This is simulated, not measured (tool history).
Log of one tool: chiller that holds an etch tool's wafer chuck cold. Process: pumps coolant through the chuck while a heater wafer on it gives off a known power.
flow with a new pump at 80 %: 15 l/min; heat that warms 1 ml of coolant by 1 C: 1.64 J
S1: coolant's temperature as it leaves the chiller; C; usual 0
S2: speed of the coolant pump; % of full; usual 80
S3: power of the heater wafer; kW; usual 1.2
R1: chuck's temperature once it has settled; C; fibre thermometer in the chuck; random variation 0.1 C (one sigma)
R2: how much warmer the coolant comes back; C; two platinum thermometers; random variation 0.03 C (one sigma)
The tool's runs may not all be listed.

run 1 hour=0 | S1=0 S2=80 S3=1.2 | R1=14.1 R2=3.03
run 2 hour=34.6 | S1=0 S2=80 S3=1.2 | R1=14 R2=2.98
run 3 hour=62 | S1=0 S2=80 S3=1.2 | R1=14 R2=3.06
run 4 hour=101 | S1=0 S2=80 S3=1.2 | R1=14 R2=2.97
run 5 hour=140.9 | S1=0 S2=80 S3=1.2 | R1=14 R2=2.99
run 6 hour=171.5 | S1=0 S2=80 S3=1.2 | R1=14.2 R2=3.06
run 7 hour=203.8 | S1=0 S2=80 S3=1.2 | R1=14.1 R2=3.03
run 8 hour=243.1 | S1=0 S2=80 S3=1.2 | R1=14.2 R2=2.98
run 9 hour=284.4 | S1=3 S2=85 S3=1.112 | R1=15.5 R2=2.65
run 10 hour=318.8 | S1=3 S2=85 S3=1.112 | R1=15.4 R2=2.56
-- hour=322.5 chiller's thermometer calibrated
run 11 hour=351.5 | S1=3 S2=85 S3=1.306 | R1=17.9 R2=3.09
run 12 hour=372.7 | S1=9 S2=80 S3=0.677 | R1=17 R2=1.7
run 13 hour=393 | S1=-10 S2=80 S3=1.515 | R1=7.9 R2=3.83
run 14 hour=416.1 | S1=10 S2=65 S3=1.12 | R1=25.3 R2=3.54

Hidden state or all else? Some run-to-run changes of R1, split into what the settings, what came in and random variation would give without the hidden state, and what is left for the hidden state (with any gauge scatter that isn't in both results):
The hidden state here: heat passed by the chuck's channels, % of clean ones'; flow at a given pump speed, % of a new pump's; coolant's true temperature over the reading, C; drift of the gauge itself on chuck_c, C; drift of the gauge itself on warmer_back_c, C.
Run 12 -> 13: S1 9 -> -10, S3 0.677 -> 1.515. R1 -9.1 C: hidden state +0.8, all else -9.9.
Run 13 -> 14: S1 -10 -> 10, S2 80 -> 65, S3 1.515 -> 1.12. R1 +17.4 C: hidden state -0.3, all else +17.7.
